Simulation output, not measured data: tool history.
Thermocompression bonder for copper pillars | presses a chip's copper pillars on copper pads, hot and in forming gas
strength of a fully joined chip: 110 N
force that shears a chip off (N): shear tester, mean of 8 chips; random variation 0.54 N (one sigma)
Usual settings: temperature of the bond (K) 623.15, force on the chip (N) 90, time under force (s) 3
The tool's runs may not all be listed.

run    hour  temperature of the bond (K)  force on the chip (N)  time under force (s)  force that shears a chip off (N)
  1       0                       623.15                     90                     3                              46.7
  2    77.3                       623.15                     90                     3                              46.8
  3   122.1                       615.15                     90                     3                              43.1
        164  -- force cell calibrated
  4   180.9                       623.15                     90                     3                              49.5
  5   258.2                       623.15                     90                     3                              49.4
      272.3  -- heater calibrated with a thermocouple chip
  6   325.2                       623.15                     90                     3                              45.2
  7   392.7                       623.15                     90                     3                              44.9
      397.1  -- forming gas filter changed
  8   453.9                       623.15                     90                     3                              46.6
  9     518                       621.15                     90                     3                              46.7
 10   566.9                       623.15                     90                     3                              47.1
 11   599.8                       623.15                     90                     2                              39.8
 12   635.2                       623.15                     90                     3                              46.2
 13     696                       623.15                     90                     3                              46.4
 14   731.3                       623.15                     90                     3                              45.3
      805.5  -- forming gas filter changed
 15   807.3                       623.15                     90                     3                              47.1
 16   869.9                       645.15                     90                     3                              55.5
 17   912.4                       623.15                     90                     6                              58.5
 18   982.9                       623.15                     90                     6                                58
 19  1060.4                       623.15                     90                     6                                58
 20  1112.9                       623.15                     90                     6                              58.2
 21  1191.6                       623.15                     90                     6                              57.7
     1211.9  -- forming gas filter changed
 22  1267.4                       622.15                     89                     2                              38.6
 23  1325.2                       618.15                     91                     3                              45.1
 24  1358.5                       618.15                     91                     3                              44.7
 25  1406.1                       644.15                     85                     7                              67.8
 26  1470.9                       644.15                     85                     7                              67.2
 27  1543.9                       624.15                    127                     5                                72
 28  1614.7                       646.15                     96                     3                                57
     1620.4  -- forming gas filter changed
 29  1677.3                       646.15                     96                     3                              59.6
 30  1754.7                       605.15                     74                     3                              31.5
 31  1801.1                       642.15                     90                     2                              45.1
 32  1878.9                       642.15                     81                     3                                47

Run 33 comes next. What will it give?
 33  1933.8                       633.15                    110                     3                                 ?

force that shears a chip off (N): 58.6
Without the tool's hidden state the same run would have given force that shears a chip off (N) 61.6.
